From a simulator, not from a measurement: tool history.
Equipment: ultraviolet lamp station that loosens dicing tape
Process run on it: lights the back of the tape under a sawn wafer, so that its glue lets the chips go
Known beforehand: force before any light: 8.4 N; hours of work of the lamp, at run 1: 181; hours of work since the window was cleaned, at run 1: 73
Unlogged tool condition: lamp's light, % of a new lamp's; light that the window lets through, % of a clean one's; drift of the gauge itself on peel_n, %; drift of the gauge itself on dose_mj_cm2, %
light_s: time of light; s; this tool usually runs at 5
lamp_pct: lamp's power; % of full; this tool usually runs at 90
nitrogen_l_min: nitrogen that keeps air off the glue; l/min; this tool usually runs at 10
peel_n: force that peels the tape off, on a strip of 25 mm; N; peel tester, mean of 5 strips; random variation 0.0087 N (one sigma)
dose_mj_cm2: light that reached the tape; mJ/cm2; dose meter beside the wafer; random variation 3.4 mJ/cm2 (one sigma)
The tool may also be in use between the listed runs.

| run | hour | light_s | lamp_pct | nitrogen_l_min | hours of work of the lamp | hours of work since the window was cleaned | peel_n | dose_mj_cm2 |
|---|---|---|---|---|---|---|---|---|
| 1 | 0.0 | 5 | 90 | 10 | 181 | 73 | 0.416 | 505 |
| 2 | 16.3 | 5 | 90 | 10 | 188 | 80 | 0.437 | 505 |
| 3 | 41.9 | 5 | 90 | 10 | 199 | 91 | 0.454 | 496 |
| 4 | 60.7 | 5 | 90 | 10 | 208 | 100 | 0.445 | 496 |
| 5 | 73.3 | 5 | 90 | 10 | 213 | 105 | 0.462 | 494 |
| 6 | 98.9 | 3 | 90 | 10 | 225 | 116 | 1.240 | 296 |
| 7 | 120.2 | 3 | 90 | 10 | 234 | 126 | 1.313 | 292 |
| 8 | 145.4 | 5 | 100 | 10 | 245 | 137 | 0.397 | 534 |
| 9 | 162.6 | 5 | 100 | 10 | 253 | 145 | 0.397 | 528 |
| 10 | 179.4 | 6 | 77 | 3 | 260 | 152 | 1.102 | 490 |
| 11 | 201.9 | 2 | 75 | 3 | 270 | 162 | 4.122 | 155 |
| 12 | 225.2 | 3 | 80 | 3 | 280 | 172 | 2.863 | 248 |
| 13 | 252.1 | 2 | 68 | 7 | 292 | 184 | 3.737 | 140 |
|  | 254.9 | window cleaned of glue's vapour |
| 14 | 273.0 | 2 | 68 | 7 | 301 | 8 | 3.867 | 131 |
| 15 | 293.2 | 4 | 70 | 4 | 310 | 17 | 2.296 | 268 |
| 16 | 319.6 | 6 | 70 | 4 | 322 | 29 | 1.301 | 396 |
|  | 331.7 | window cleaned of glue's vapour, once more |
| 17 | 343.9 | 6 | 70 | 4 | 332 | 5 | 0.919 | 487 |
| 18 | 363.5 | 6 | 70 | 4 | 341 | 14 | 0.963 | 481 |

Consider 5 possible next runs. They are alternatives, not a sequence: every one starts from the tool as it was left by run 18. What does each give?
| A | 380.3 | 2 | 70 | 4 | 348 | 21 | ? | ? |
| B | 380.3 | 3 | 77 | 9 | 348 | 21 | ? | ? |
| C | 380.3 | 5 | 90 | 6 | 348 | 21 | ? | ? |
| D | 380.3 | 8 | 62 | 14 | 348 | 21 | ? | ? |
| E | 380.3 | 6 | 74 | 4 | 348 | 21 | ? | ? |

| run | peel_n | dose_mj_cm2 |
|---|---|---|
| A | 3.906 | 160 |
| B | 1.576 | 262 |
| C | 0.600 | 507 |
| D | 0.300 | 564 |
| E | 0.825 | 500 |
What these runs would have given with no unlogged condition in the tool:
| run | peel_n | dose_mj_cm2 |
|---|---|---|
| A | 3.623 | 176 |
| B | 1.354 | 288 |
| C | 0.492 | 558 |
| D | 0.261 | 620 |
| E | 0.682 | 550 |

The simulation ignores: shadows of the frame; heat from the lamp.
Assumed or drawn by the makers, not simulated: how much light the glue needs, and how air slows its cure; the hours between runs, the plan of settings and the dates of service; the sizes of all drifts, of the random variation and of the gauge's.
